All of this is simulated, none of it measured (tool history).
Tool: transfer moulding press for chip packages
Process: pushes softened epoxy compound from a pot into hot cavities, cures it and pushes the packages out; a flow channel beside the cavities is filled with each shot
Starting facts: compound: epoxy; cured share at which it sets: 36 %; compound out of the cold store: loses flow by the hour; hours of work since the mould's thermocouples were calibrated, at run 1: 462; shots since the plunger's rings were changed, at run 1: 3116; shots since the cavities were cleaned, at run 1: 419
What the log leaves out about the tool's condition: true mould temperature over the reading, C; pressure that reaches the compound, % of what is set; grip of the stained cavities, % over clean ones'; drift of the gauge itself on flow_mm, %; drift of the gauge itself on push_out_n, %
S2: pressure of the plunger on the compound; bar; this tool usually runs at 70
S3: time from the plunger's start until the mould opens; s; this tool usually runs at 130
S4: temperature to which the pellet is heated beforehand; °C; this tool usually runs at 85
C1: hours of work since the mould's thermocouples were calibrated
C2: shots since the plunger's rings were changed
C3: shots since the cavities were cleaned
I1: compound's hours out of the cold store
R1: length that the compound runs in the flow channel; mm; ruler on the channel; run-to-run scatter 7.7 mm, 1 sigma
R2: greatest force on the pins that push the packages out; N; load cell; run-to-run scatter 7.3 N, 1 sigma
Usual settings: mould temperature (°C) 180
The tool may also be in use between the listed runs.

run 1 hour=0 | mould_temperature_(°C)=180 S2=70 S3=130 S4=85 | C1=462 C2=3116 C3=419 | I1=28.3 | R1=941 R2=553
run 2 hour=9.4 | mould_temperature_(°C)=180 S2=70 S3=130 S4=85 | C1=469 C2=3205 C3=508 | I1=28 | R1=957 R2=576
run 3 hour=21.4 | mould_temperature_(°C)=180 S2=70 S3=130 S4=85 | C1=477 C2=3319 C3=622 | I1=19.3 | R1=973 R2=609
run 4 hour=34.3 | mould_temperature_(°C)=180 S2=70 S3=130 S4=85 | C1=485 C2=3441 C3=744 | I1=24.3 | R1=960 R2=633
run 5 hour=46.2 | mould_temperature_(°C)=180 S2=70 S3=130 S4=85 | C1=493 C2=3554 C3=857 | I1=39.2 | R1=921 R2=627
-- hour=66.3 cavities cleaned with cleaning compound and waxed
run 6 hour=68.2 | mould_temperature_(°C)=180 S2=70 S3=130 S4=85 | C1=507 C2=3749 C3=19 | I1=45.4 | R1=908 R2=319
run 7 hour=78.7 | mould_temperature_(°C)=180 S2=70 S3=130 S4=85 | C1=514 C2=3848 C3=118 | I1=36.5 | R1=929 R2=391
run 8 hour=93 | mould_temperature_(°C)=180 S2=70 S3=130 S4=85 | C1=524 C2=3984 C3=254 | I1=17.2 | R1=984 R2=525
run 9 hour=102.6 | mould_temperature_(°C)=180 S2=70 S3=130 S4=85 | C1=530 C2=4075 C3=345 | I1=36.3 | R1=917 R2=527
-- hour=106.5 mould's thermocouples calibrated
run 10 hour=121.6 | mould_temperature_(°C)=180 S2=70 S3=130 S4=85 | C1=10 C2=4236 C3=506 | I1=16.4 | R1=972 R2=613
run 11 hour=133.5 | mould_temperature_(°C)=180 S2=70 S3=130 S4=85 | C1=18 C2=4349 C3=619 | I1=29.3 | R1=918 R2=620
run 12 hour=148.7 | mould_temperature_(°C)=180 S2=70 S3=130 S4=85 | C1=28 C2=4493 C3=763 | I1=14.6 | R1=951 R2=652
-- hour=165.2 mould's thermocouples calibrated, once more
run 13 hour=172.4 | mould_temperature_(°C)=180 S2=70 S3=130 S4=85 | C1=5 C2=4699 C3=969 | I1=38.6 | R1=907 R2=615

Estimate the outcome of run 14 from the log above:
-- hour=181.8 cavities cleaned with cleaning compound and waxed
run 14 hour=186.1 | mould_temperature_(°C)=180 S2=70 S3=130 S4=85 | C1=13 C2=4815 C3=42 | I1=33 | R1=? R2=?

R1: 915 mm
R2: 349 N
With the hidden condition absent and the run-to-run variation left alone, this run would have shown R1 968 mm, R2 307 N.
